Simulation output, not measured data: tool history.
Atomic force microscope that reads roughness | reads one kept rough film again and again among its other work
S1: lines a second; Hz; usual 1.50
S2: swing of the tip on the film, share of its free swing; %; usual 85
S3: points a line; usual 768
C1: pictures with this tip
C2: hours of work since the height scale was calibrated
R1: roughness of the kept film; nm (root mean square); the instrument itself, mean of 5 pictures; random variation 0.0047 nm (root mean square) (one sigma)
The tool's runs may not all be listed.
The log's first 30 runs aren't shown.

run,hour,S1,S2,S3,C1,C2,R1
31,1510.4,2.36,85,967,97,73,2.688
32,1558.6,1.50,73,768,167,110,3.186
33,1593.1,0.81,86,1012,217,136,3.164
# hour 1602.2: new tip fitted
34,1655.1,2.95,84,690,77,182,2.577
35,1718.7,2.68,84,611,169,230,2.619
# hour 1764.8: new tip fitted
36,1788.4,2.68,84,611,35,282,2.653
37,1826.5,2.24,76,611,90,311,2.990
38,1895.9,2.24,76,611,191,363,2.960
# hour 1927.2: new tip fitted
39,1952.1,2.24,76,611,36,405,3.020
40,1996.7,2.24,76,611,101,439,2.996
41,2048.5,3.85,60,431,176,478,3.149
42,2080.2,0.69,74,660,222,502,3.369
# hour 2086.0: new tip fitted
43,2127.1,0.69,74,660,60,537,3.435
44,2162.9,0.69,74,660,112,564,3.416
45,2218.3,0.69,74,660,192,606,3.371
# hour 2244.8: new tip fitted
46,2258.6,1.79,85,784,20,636,2.918
47,2294.0,1.67,85,517,72,662,2.935
48,2349.7,1.86,85,315,153,704,2.834
49,2382.5,1.86,85,315,200,729,2.826
# hour 2405.4: new tip fitted
50,2436.2,1.86,85,315,45,769,2.878
51,2467.2,1.86,85,315,90,792,2.861

4 ways to go on from here, each from the tool as it stands after run 51. What would each give?
A,2500.7,1.06,69,1021,139,818,?
B,2500.7,1.81,58,294,139,818,?
C,2500.7,1.50,56,768,139,818,?
D,2500.7,1.86,55,315,139,818,?

run,R1
A,3.378
B,3.402
C,3.471
D,3.427
Without the tool's hidden state the same runs would have given:
run,R1
A,3.415
B,3.439
C,3.508
D,3.464
